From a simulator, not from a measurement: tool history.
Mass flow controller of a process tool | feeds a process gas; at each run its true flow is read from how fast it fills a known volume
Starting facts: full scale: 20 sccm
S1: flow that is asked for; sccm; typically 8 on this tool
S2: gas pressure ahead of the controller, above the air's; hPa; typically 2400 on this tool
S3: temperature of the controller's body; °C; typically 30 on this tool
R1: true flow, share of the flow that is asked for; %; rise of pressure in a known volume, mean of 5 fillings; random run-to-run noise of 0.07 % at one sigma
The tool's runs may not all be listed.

run,day,S1,S2,S3,R1
1,0,8,2400,30,98.04
2,6.233,8,2400,30,97.95
3,11.417,8,2400,25,98.13
4,15.5,8,2400,30,97.87
5,19.954,8,2400,30,97.91
6,25.508,8,1710,30,98.17
7,28.375,8,1710,30,98.24
8,31.854,8,1710,30,98.17
9,36.329,8,2400,30,97.91
10,39.904,8,2400,30,97.94
11,44.208,8,2400,30,97.83
12,49.454,4,2000,30,97.4
13,52.55,6,2420,21,97.86
14,58.567,3,1770,22,97.83
15,62.871,3,1770,22,97.83
16,69.612,15,1770,24,99.13
17,75.825,15,1770,24,99.23
18,82.025,6,1750,38,97.37
19,84.754,4,2080,21,97.75
20,90.246,2,1660,30,97.18

Here are 4 independent what-if runs from the current tool condition. What would each one return?
A,95.258,6,1760,34,?
B,95.258,2,1730,25,?
C,95.258,5,2580,22,?
D,95.258,2,1660,25,?

run,R1
A,97.39
B,97.34
C,97.48
D,97.31
Had the tool no hidden state, the same runs would have come out as:
run,R1
A,97.8
B,97.75
C,97.88
D,97.72
